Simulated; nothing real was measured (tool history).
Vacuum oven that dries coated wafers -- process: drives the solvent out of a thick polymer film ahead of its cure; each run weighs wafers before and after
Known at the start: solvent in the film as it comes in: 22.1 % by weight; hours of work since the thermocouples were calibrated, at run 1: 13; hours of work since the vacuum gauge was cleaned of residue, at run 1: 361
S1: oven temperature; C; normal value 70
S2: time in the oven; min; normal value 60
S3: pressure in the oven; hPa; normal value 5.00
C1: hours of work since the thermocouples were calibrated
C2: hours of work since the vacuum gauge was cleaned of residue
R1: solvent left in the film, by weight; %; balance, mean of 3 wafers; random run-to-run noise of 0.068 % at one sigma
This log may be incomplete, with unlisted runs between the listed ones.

run	hour	S1	S2	S3	C1	C2	R1
1	0.0	70	60	5.00	13	361	4.74
2	13.2	70	60	5.00	23	370	4.76
3	22.7	79	60	5.00	29	377	1.44
4	36.7	70	60	5.00	39	387	4.81
5	44.0	76	60	5.00	45	393	2.13
6	53.0	76	60	5.00	51	399	2.07
7	66.6	60	60	5.00	61	409	10.36
8	74.3	60	60	5.00	67	414	10.41
# hour 77.5: oven's thermocouples calibrated
9	85.9	60	60	5.00	6	421	10.35
10	94.8	70	99	12.46	12	428	3.05
# hour 98.5: oven's thermocouples calibrated, once more
11	103.3	72	60	5.00	3	432	3.99

Measured result minus the same run's result without the hidden state. Both carry the same run-to-run variation, though not necessarily the same gauge scatter:
Unlogged tool condition in this case: true wafer temperature over the reading, C; true pressure over the reading, kPa; drift of the gauge itself on solvent_pct, %.
run	R1
1	+0.16
2	+0.17
3	+0.13
4	+0.19
5	+0.15
6	+0.16
7	+0.22
8	+0.22
9	+0.28
10	+0.26
11	+0.30

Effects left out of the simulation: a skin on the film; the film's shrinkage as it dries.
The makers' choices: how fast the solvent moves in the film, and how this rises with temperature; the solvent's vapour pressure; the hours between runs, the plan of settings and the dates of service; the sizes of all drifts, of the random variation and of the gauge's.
